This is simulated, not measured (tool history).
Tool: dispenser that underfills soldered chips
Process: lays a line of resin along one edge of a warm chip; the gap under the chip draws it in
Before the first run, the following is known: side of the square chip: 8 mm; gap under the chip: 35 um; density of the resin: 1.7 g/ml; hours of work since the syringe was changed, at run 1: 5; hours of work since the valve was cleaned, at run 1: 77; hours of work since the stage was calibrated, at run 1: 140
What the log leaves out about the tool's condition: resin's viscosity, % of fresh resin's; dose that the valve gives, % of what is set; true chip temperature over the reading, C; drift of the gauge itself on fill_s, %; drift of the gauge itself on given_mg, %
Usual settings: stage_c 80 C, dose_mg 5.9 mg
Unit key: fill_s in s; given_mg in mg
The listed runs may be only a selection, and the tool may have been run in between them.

run,day,stage_c,dose_mg,hours of work since the syringe was changed,hours of work since the valve was cleaned,hours of work since the stage was calibrated,fill_s,given_mg
1,0,80,5.9,5,77,140,62.4,5.66
# day 0.167: new syringe of resin
2,0.292,80,5.9,2,82,145,57.6,5.59
# day 0.604: new syringe of resin
3,0.604,80,5.9,0,88,150,53.1,5.55
4,0.875,73,5.9,5,93,156,88.7,5.58
# day 1.038: new syringe of resin
5,1.117,73,5.9,1,97,160,77.6,5.62
6,1.383,73,5.9,6,102,165,97.2,5.51
# day 1.467: new syringe of resin
7,1.529,78,5.9,1,105,167,60.7,5.44
8,1.8,78,5.9,6,110,172,74.9,5.53
# day 1.908: new syringe of resin
9,2.1,71,5.9,4,115,178,91.4,5.55
10,2.267,71,5.9,7,118,181,102.6,5.48
# day 2.338: new syringe of resin
11,2.571,71,5.9,4,123,186,93.1,5.47
12,2.738,80,6.46,7,127,189,68.5,6
# day 2.771: new syringe of resin
13,3.004,78,5.37,4,131,194,70.1,4.9
# day 3.196: new syringe of resin
14,3.267,70,5.93,1,136,199,87.2,5.42
# day 3.442: dispensing valve cleaned and set on the balance
15,3.604,70,5.93,7,3,204,107.5,5.87
# day 3.667: new syringe of resin
16,3.758,73,6.94,2,6,207,76.7,6.96
17,3.883,67,5.26,4,8,209,112.9,5.2
# day 4.092: new syringe of resin
18,4.129,70,5.37,1,12,213,84.7,5.17
19,4.262,73,7.33,3,15,216,80.2,7.24

Consider 3 possible next runs. They are alternatives, not a sequence: every one starts from the tool as it was left by run 19. What does each give?
# day 4.533: new syringe of resin
A,4.562,94,6.43,1,20,221,?,?
# day 4.533: new syringe of resin
B,4.562,72,7.33,1,20,221,?,?
# day 4.533: new syringe of resin
C,4.562,72,5.52,1,20,221,?,?

run,fill_s,given_mg
A,30.5,6.33
B,75.2,7.11
C,79.5,5.38
What these runs would have given with no unlogged condition in the tool:
run,fill_s,given_mg
A,30,6.42
B,74.2,7.21
C,78.3,5.45
